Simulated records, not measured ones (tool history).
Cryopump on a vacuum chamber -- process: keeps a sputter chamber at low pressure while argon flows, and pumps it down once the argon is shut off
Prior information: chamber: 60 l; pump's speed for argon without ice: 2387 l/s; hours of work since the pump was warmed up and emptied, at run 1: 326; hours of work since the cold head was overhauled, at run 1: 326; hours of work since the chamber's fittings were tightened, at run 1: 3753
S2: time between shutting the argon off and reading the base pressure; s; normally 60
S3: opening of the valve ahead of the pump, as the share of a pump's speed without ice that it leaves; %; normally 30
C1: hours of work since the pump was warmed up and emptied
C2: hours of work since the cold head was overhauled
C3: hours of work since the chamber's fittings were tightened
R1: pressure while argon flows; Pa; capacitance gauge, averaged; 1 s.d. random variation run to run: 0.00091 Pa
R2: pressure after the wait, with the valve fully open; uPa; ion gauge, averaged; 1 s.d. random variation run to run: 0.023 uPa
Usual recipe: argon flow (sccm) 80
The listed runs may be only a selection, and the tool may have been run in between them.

run 1 hour=0.0 | argon_flow_(sccm)=80 S2=60 S3=30 | C1=326 C2=326 C3=3753 | R1=0.1972 R2=1.65
run 2 hour=65.0 | argon_flow_(sccm)=80 S2=60 S3=30 | C1=365 C2=365 C3=3792 | R1=0.1969 R2=1.64
run 3 hour=107.5 | argon_flow_(sccm)=80 S2=60 S3=30 | C1=390 C2=390 C3=3818 | R1=0.1983 R2=1.69
run 4 hour=174.6 | argon_flow_(sccm)=80 S2=60 S3=30 | C1=431 C2=431 C3=3858 | R1=0.1988 R2=1.70
run 5 hour=244.9 | argon_flow_(sccm)=80 S2=60 S3=40 | C1=473 C2=473 C3=3900 | R1=0.1518 R2=1.79
run 6 hour=285.5 | argon_flow_(sccm)=80 S2=60 S3=40 | C1=497 C2=497 C3=3925 | R1=0.1530 R2=1.79
run 7 hour=341.8 | argon_flow_(sccm)=80 S2=60 S3=35 | C1=531 C2=531 C3=3959 | R1=0.1728 R2=1.84
-- hour=392.4 leaking fittings of the chamber tightened, without venting
run 8 hour=402.1 | argon_flow_(sccm)=80 S2=60 S3=35 | C1=566 C2=566 C3=6 | R1=0.1746 R2=0.76
run 9 hour=448.4 | argon_flow_(sccm)=133 S2=60 S3=30 | C1=594 C2=594 C3=34 | R1=0.3381 R2=0.73
run 10 hour=506.9 | argon_flow_(sccm)=133 S2=60 S3=30 | C1=629 C2=629 C3=69 | R1=0.3376 R2=0.81
run 11 hour=557.9 | argon_flow_(sccm)=133 S2=60 S3=30 | C1=660 C2=660 C3=99 | R1=0.3382 R2=0.81
run 12 hour=622.2 | argon_flow_(sccm)=80 S2=229 S3=30 | C1=698 C2=698 C3=138 | R1=0.2046 R2=0.35
run 13 hour=698.0 | argon_flow_(sccm)=80 S2=229 S3=30 | C1=744 C2=744 C3=184 | R1=0.2079 R2=0.38
run 14 hour=771.6 | argon_flow_(sccm)=80 S2=229 S3=30 | C1=788 C2=788 C3=228 | R1=0.2075 R2=0.41
run 15 hour=842.6 | argon_flow_(sccm)=80 S2=229 S3=30 | C1=831 C2=831 C3=271 | R1=0.2072 R2=0.46
run 16 hour=883.2 | argon_flow_(sccm)=80 S2=229 S3=30 | C1=855 C2=855 C3=295 | R1=0.2089 R2=0.40
-- hour=969.2 pump warmed up, emptied and cooled again
run 17 hour=971.9 | argon_flow_(sccm)=80 S2=229 S3=30 | C1=2 C2=906 C3=345 | R1=0.1903 R2=0.35
run 18 hour=1028.0 | argon_flow_(sccm)=104 S2=60 S3=18 | C1=35 C2=939 C3=379 | R1=0.4106 R2=0.83
run 19 hour=1095.2 | argon_flow_(sccm)=104 S2=60 S3=18 | C1=76 C2=980 C3=419 | R1=0.4124 R2=0.83
run 20 hour=1163.1 | argon_flow_(sccm)=144 S2=60 S3=57 | C1=117 C2=1020 C3=460 | R1=0.1853 R2=0.85
run 21 hour=1229.1 | argon_flow_(sccm)=110 S2=30 S3=57 | C1=156 C2=1060 C3=500 | R1=0.1402 R2=1.52
run 22 hour=1274.5 | argon_flow_(sccm)=80 S2=118 S3=59 | C1=183 C2=1087 C3=527 | R1=0.1014 R2=0.60
run 23 hour=1336.8 | argon_flow_(sccm)=80 S2=118 S3=59 | C1=221 C2=1125 C3=565 | R1=0.1011 R2=0.60
run 24 hour=1374.0 | argon_flow_(sccm)=123 S2=175 S3=59 | C1=243 C2=1147 C3=587 | R1=0.1554 R2=0.51
run 25 hour=1451.9 | argon_flow_(sccm)=55 S2=93 S3=23 | C1=290 C2=1194 C3=634 | R1=0.1745 R2=0.70
run 26 hour=1518.8 | argon_flow_(sccm)=59 S2=176 S3=19 | C1=330 C2=1234 C3=674 | R1=0.2247 R2=0.51
run 27 hour=1578.6 | argon_flow_(sccm)=36 S2=48 S3=17 | C1=366 C2=1270 C3=710 | R1=0.1533 R2=1.11

Run 28 is up next; what results do you expect?
run 28 hour=1614.9 | argon_flow_(sccm)=36 S2=48 S3=17 | C1=388 C2=1292 C3=732 | R1=? R2=?

Run 28 came out at R1 0.1532 Pa, R2 1.04 uPa.
Take away the tool's hidden state, keep the run-to-run variation as it was, and the same run would have given R1 0.1495 Pa, R2 0.83 uPa.
